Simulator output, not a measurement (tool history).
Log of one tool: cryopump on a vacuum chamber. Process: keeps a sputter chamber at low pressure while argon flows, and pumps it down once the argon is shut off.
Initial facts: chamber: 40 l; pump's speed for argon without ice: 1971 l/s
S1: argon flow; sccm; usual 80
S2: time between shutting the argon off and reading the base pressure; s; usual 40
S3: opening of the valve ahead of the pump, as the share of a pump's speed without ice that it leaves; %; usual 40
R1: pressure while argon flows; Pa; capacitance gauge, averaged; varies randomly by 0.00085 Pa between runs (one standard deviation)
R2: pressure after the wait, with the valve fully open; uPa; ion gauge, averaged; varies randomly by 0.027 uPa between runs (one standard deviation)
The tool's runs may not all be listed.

run 1 hour=0 | S1=80 S2=40 S3=40 | R1=0.2088 R2=2.04
run 2 hour=66.3 | S1=80 S2=40 S3=39 | R1=0.2152 R2=2.12
run 3 hour=154 | S1=80 S2=40 S3=39 | R1=0.1776 R2=1.71
run 4 hour=234.8 | S1=80 S2=40 S3=35 | R1=0.1986 R2=1.86
run 5 hour=301.8 | S1=80 S2=40 S3=35 | R1=0.2007 R2=1.85
run 6 hour=399.9 | S1=80 S2=40 S3=35 | R1=0.2011 R2=1.26
run 7 hour=514.1 | S1=53 S2=40 S3=35 | R1=0.1355 R2=1.27
run 8 hour=567.5 | S1=53 S2=40 S3=35 | R1=0.1366 R2=1.29
run 9 hour=677.2 | S1=53 S2=40 S3=35 | R1=0.1384 R2=1.36
run 10 hour=772.5 | S1=53 S2=40 S3=35 | R1=0.1372 R2=1.38
run 11 hour=869.5 | S1=80 S2=172 S3=22 | R1=0.3288 R2=0.69
run 12 hour=978.6 | S1=80 S2=172 S3=22 | R1=0.331 R2=0.68
run 13 hour=1046.2 | S1=138 S2=40 S3=42 | R1=0.3187 R2=1.54
run 14 hour=1131.8 | S1=42 S2=47 S3=34 | R1=0.1183 R2=1.49
run 15 hour=1247 | S1=77 S2=104 S3=40 | R1=0.1913 R2=1
run 16 hour=1364.9 | S1=93 S2=53 S3=49 | R1=0.1971 R2=1.49
run 17 hour=1445.2 | S1=40 S2=102 S3=24 | R1=0.1614 R2=1.11
run 18 hour=1580.3 | S1=129 S2=23 S3=47 | R1=0.2396 R2=2.35
run 19 hour=1688 | S1=129 S2=23 S3=47 | R1=0.2439 R2=2.36
run 20 hour=1779.8 | S1=129 S2=23 S3=57 | R1=0.203 R2=2.44

Withheld: 3 entries from between the runs. Position of each, and hidden state at the listed run before versus the listed run after:
From run 2 to run 3: pump warmed up, emptied and cooled again (hour 88.2)
  pump's speed, % of a pump's without ice: 64.1 -> 98.5; cold plate's temperature, K: 12.52 -> 12.54; leak into the chamber, uPa l/s: 1389 -> 1435
  what was measured, less what the result would be without the hidden state, R1: +0.0396 -> +0.0018 Pa; R2: +0.96 -> +0.58 uPa
From run 5 to run 6: leaking fittings of the chamber tightened, without venting (hour 384.8)
  pump's speed, % of a pump's without ice: 95 -> 92.8; cold plate's temperature, K: 12.56 -> 12.58; leak into the chamber, uPa l/s: 1518 -> 407
  what was measured, less what the result would be without the hidden state, R1: +0.0045 -> +0.0062 Pa; R2: +0.67 -> +0.07 uPa
From run 17 to run 18: pump warmed up, emptied and cooled again (hour 1535.4)
  pump's speed, % of a pump's without ice: 68.2 -> 98.5; cold plate's temperature, K: 12.78 -> 12.81; leak into the chamber, uPa l/s: 968 -> 1035
  what was measured, less what the result would be without the hidden state, R1: +0.0169 -> +0.0036 Pa; R2: +0.58 -> +0.39 uPa

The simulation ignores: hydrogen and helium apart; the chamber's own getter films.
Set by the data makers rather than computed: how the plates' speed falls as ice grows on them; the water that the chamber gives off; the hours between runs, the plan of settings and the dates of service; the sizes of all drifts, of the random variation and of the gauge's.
